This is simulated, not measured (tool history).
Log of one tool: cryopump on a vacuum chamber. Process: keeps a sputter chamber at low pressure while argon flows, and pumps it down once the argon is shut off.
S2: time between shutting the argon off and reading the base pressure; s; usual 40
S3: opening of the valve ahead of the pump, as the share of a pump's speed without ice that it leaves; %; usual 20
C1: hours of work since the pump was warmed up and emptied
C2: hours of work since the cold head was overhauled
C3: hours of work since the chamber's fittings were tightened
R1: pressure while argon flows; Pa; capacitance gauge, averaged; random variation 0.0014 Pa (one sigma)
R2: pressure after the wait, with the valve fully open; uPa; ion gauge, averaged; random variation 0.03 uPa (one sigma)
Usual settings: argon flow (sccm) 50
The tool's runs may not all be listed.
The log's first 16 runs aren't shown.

Run 17, day 16.538: usual settings but argon flow (sccm) 39, S2 241 s; C1 179; C2 672; C3 214. Result: R1 0.2563 Pa, R2 0.65 uPa.
Run 18, day 17.783: usual settings but argon flow (sccm) 39, S2 241 s; C1 197; C2 690; C3 233. Result: R1 0.2562 Pa, R2 0.67 uPa.
Run 19, day 18.750: usual settings but S2 86 s, S3 34 %; C1 212; C2 705; C3 247. Result: R1 0.1988 Pa, R2 1.02 uPa.
Run 20, day 19.454: usual settings but argon flow (sccm) 84, S2 86 s, S3 24 %; C1 222; C2 715; C3 258. Result: R1 0.4669 Pa, R2 1.08 uPa.
Run 21, day 20.571: usual settings but argon flow (sccm) 84, S2 86 s, S3 24 %; C1 239; C2 732; C3 274. Result: R1 0.4703 Pa, R2 1.08 uPa.
Run 22, day 21.488: usual settings but argon flow (sccm) 87, S2 173 s; C1 252; C2 745; C3 288. Result: R1 0.5805 Pa, R2 0.79 uPa.
Run 23, day 22.696: usual settings but S3 40 %; C1 270; C2 763; C3 306. Result: R1 0.1747 Pa, R2 1.76 uPa.
Run 24, day 24.112: usual settings but S3 40 %; C1 291; C2 784; C3 327. Result: R1 0.1758 Pa, R2 1.86 uPa.
Run 25, day 25.142: usual settings but argon flow (sccm) 23, S2 64 s, S3 41 %; C1 306; C2 799; C3 342. Result: R1 0.0794 Pa, R2 1.31 uPa.
Run 26, day 26.538: usual settings but argon flow (sccm) 98, S2 64 s, S3 23 %; C1 327; C2 820; C3 363. Result: R1 0.5795 Pa, R2 1.43 uPa.
Run 27, day 27.812: usual settings but argon flow (sccm) 23, S3 45 %; C1 346; C2 839; C3 382. Result: R1 0.0738 Pa, R2 1.85 uPa.
Run 28, day 28.854: usual settings but argon flow (sccm) 24, S2 31 s, S3 21 %; C1 361; C2 854; C3 397. Result: R1 0.1565 Pa, R2 2.25 uPa.
Run 29, day 29.471: usual settings but argon flow (sccm) 44, S2 59 s, S3 16 %; C1 371; C2 864; C3 406. Result: R1 0.3708 Pa, R2 1.48 uPa.
Run 30, day 30.654: usual settings but argon flow (sccm) 68, S2 59 s, S3 35 %; C1 388; C2 881; C3 424. Result: R1 0.2815 Pa, R2 1.55 uPa.
Run 31, day 31.696: usual settings but argon flow (sccm) 68, S2 59 s, S3 35 %; C1 404; C2 897; C3 439. Result: R1 0.2801 Pa, R2 1.50 uPa.
Run 32, day 32.858: usual settings but argon flow (sccm) 62, S2 23 s; C1 421; C2 914; C3 456. Result: R1 0.4282 Pa, R2 2.90 uPa.
Run 33, day 34.204: usual settings but argon flow (sccm) 62, S2 23 s; C1 441; C2 934; C3 476. Result: R1 0.4300 Pa, R2 2.86 uPa.
Run 34, day 35.429: usual settings but S2 35 s; C1 459; C2 952; C3 495. Result: R1 0.3476 Pa, R2 2.25 uPa.
Run 35, day 36.083: usual settings but S2 35 s; C1 469; C2 962; C3 504. Result: R1 0.3472 Pa, R2 2.20 uPa.

Forecast each of these 3 alternatives for the next run:
Run A, day 37.158: usual settings but S2 35 s; C1 485; C2 978; C3 520. Result: R1 ?, R2 ?.
Run B, day 37.158: usual settings but argon flow (sccm) 31, S2 230 s, S3 56 %; C1 485; C2 978; C3 520. Result: R1 ?, R2 ?.
Run C, day 37.158: usual settings but argon flow (sccm) 27, S2 54 s; C1 485; C2 978; C3 520. Result: R1 ?, R2 ?.

run      R1    R2
  A  0.3505  2.25
  B  0.0888  1.09
  C  0.1904  1.74
Without the tool's hidden state the same runs would have given:
run      R1    R2
  A  0.3188  1.62
  B  0.0693  0.47
  C  0.1732  1.11
